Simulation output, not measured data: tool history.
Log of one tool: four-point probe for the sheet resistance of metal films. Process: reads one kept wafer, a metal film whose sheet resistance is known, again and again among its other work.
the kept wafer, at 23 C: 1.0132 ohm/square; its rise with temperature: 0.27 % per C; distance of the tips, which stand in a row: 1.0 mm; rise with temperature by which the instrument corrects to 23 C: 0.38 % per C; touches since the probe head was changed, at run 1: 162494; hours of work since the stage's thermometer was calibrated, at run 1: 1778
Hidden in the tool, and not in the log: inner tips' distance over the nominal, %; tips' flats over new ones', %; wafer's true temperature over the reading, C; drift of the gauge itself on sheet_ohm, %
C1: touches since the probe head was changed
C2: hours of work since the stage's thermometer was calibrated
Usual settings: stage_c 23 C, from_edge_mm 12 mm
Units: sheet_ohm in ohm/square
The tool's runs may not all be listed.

run 1 hour=0.0 | stage_c=23 from_edge_mm=12 | C1=162494 C2=1778 | sheet_ohm=1.001822
run 2 hour=42.5 | stage_c=23 from_edge_mm=12 | C1=165330 C2=1811 | sheet_ohm=1.001779
run 3 hour=77.8 | stage_c=23 from_edge_mm=12 | C1=167684 C2=1839 | sheet_ohm=1.001256
run 4 hour=125.4 | stage_c=23 from_edge_mm=12 | C1=170862 C2=1877 | sheet_ohm=1.001033
run 5 hour=167.8 | stage_c=23 from_edge_mm=45 | C1=173688 C2=1910 | sheet_ohm=0.997410
run 6 hour=220.7 | stage_c=23 from_edge_mm=45 | C1=177216 C2=1952 | sheet_ohm=0.997023
run 7 hour=276.5 | stage_c=23 from_edge_mm=45 | C1=180939 C2=1995 | sheet_ohm=0.996633
run 8 hour=304.5 | stage_c=23 from_edge_mm=36 | C1=182811 C2=2018 | sheet_ohm=0.996767
run 9 hour=341.5 | stage_c=23 from_edge_mm=16 | C1=185280 C2=2047 | sheet_ohm=0.998234
run 10 hour=366.2 | stage_c=33 from_edge_mm=12 | C1=186929 C2=2066 | sheet_ohm=0.989887
run 11 hour=424.1 | stage_c=30 from_edge_mm=13 | C1=190789 C2=2112 | sheet_ohm=0.991531
run 12 hour=479.9 | stage_c=22 from_edge_mm=4 | C1=194512 C2=2156 | sheet_ohm=1.029007
run 13 hour=526.5 | stage_c=23 from_edge_mm=11 | C1=197620 C2=2192 | sheet_ohm=0.999314
run 14 hour=565.7 | stage_c=23 from_edge_mm=11 | C1=200239 C2=2223 | sheet_ohm=0.998854
-- hour=571.0 stage's thermometer calibrated
run 15 hour=594.8 | stage_c=23 from_edge_mm=11 | C1=202145 C2=19 | sheet_ohm=0.998089
-- hour=608.2 new probe head fitted
run 16 hour=635.7 | stage_c=28 from_edge_mm=4 | C1=1829 C2=50 | sheet_ohm=1.038314
run 17 hour=691.5 | stage_c=26 from_edge_mm=16 | C1=5557 C2=94 | sheet_ohm=1.009298
run 18 hour=726.9 | stage_c=23 from_edge_mm=46 | C1=7918 C2=122 | sheet_ohm=1.010782
run 19 hour=764.4 | stage_c=19 from_edge_mm=57 | C1=10417 C2=151 | sheet_ohm=1.014249

5 ways to go on from here, each from the tool as it stands after run 19. What would each give?
run A hour=801.2 | stage_c=32 from_edge_mm=29 | C1=12875 C2=180 | sheet_ohm=?
run B hour=801.2 | stage_c=20 from_edge_mm=70 | C1=12875 C2=180 | sheet_ohm=?
run C hour=801.2 | stage_c=33 from_edge_mm=6 | C1=12875 C2=180 | sheet_ohm=?
run D hour=801.2 | stage_c=21 from_edge_mm=57 | C1=12875 C2=180 | sheet_ohm=?
run E hour=801.2 | stage_c=25 from_edge_mm=10 | C1=12875 C2=180 | sheet_ohm=?

run=A sheet_ohm=1.001023
run=B sheet_ohm=1.012707
run=C sheet_ohm=1.014470
run=D sheet_ohm=1.011887
run=E sheet_ohm=1.013121
Without the tool's hidden state the same runs would have given:
run=A sheet_ohm=1.004399
run=B sheet_ohm=1.016184
run=C sheet_ohm=1.017884
run=D sheet_ohm=1.015356
run=E sheet_ohm=1.016573

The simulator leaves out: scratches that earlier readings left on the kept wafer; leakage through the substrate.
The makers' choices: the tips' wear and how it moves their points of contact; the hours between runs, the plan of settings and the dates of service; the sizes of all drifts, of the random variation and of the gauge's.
